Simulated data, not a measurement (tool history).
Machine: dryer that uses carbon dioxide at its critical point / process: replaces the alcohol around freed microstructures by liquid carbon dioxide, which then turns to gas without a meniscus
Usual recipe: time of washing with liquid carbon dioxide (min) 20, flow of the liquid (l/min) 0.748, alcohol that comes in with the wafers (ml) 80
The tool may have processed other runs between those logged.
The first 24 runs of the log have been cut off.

run,hour,time of washing with liquid carbon dioxide (min),flow of the liquid (l/min),alcohol that comes in with the wafers (ml),hours of work since the filter was changed,hours of work since the purifier's bed was changed,alcohol left in the vessel before it's heated (ppm by volume)
25,155.9,26,0.454,80,468,359,246
26,160.7,13,0.712,32,472,362,335
27,165.2,13,0.712,32,476,366,326
28,170.4,20,0.880,80,480,370,42
29,175.2,20,0.880,80,483,374,43
30,179.2,18,1.006,80,486,377,42
31,185.0,18,1.130,24,491,381,29
32,190.9,18,1.130,24,496,386,32
33,198.0,20,1.033,30,501,391,26
34,204.1,20,1.033,30,506,396,26
35,210.1,19,0.748,80,510,401,126
36,216.3,19,0.748,80,515,405,120
37,221.0,20,1.096,33,519,409,30
38,226.5,16,0.748,80,523,413,282
39,232.0,16,0.748,80,527,418,283
40,241.3,21,0.748,49,534,425,58
41,250.6,26,0.701,117,542,432,52
42,256.5,17,1.182,80,546,436,38
43,265.8,20,0.748,73,553,444,101
44,271.7,28,0.765,21,558,448,24
45,280.0,28,0.765,21,564,455,25
46,288.7,28,0.765,21,571,461,19

Alternative continuations, all from the tool just after run 46; predict every row:
A,298.3,31,0.765,21,579,469,?
B,298.3,16,0.765,21,579,469,?
C,298.3,28,0.765,65,579,469,?

run,alcohol left in the vessel before it's heated (ppm by volume)
A,27
B,84
C,34
With the hidden condition removed and each run's random variation left untouched, the same runs would have given:
run,alcohol left in the vessel before it's heated (ppm by volume)
A,4
B,35
C,8

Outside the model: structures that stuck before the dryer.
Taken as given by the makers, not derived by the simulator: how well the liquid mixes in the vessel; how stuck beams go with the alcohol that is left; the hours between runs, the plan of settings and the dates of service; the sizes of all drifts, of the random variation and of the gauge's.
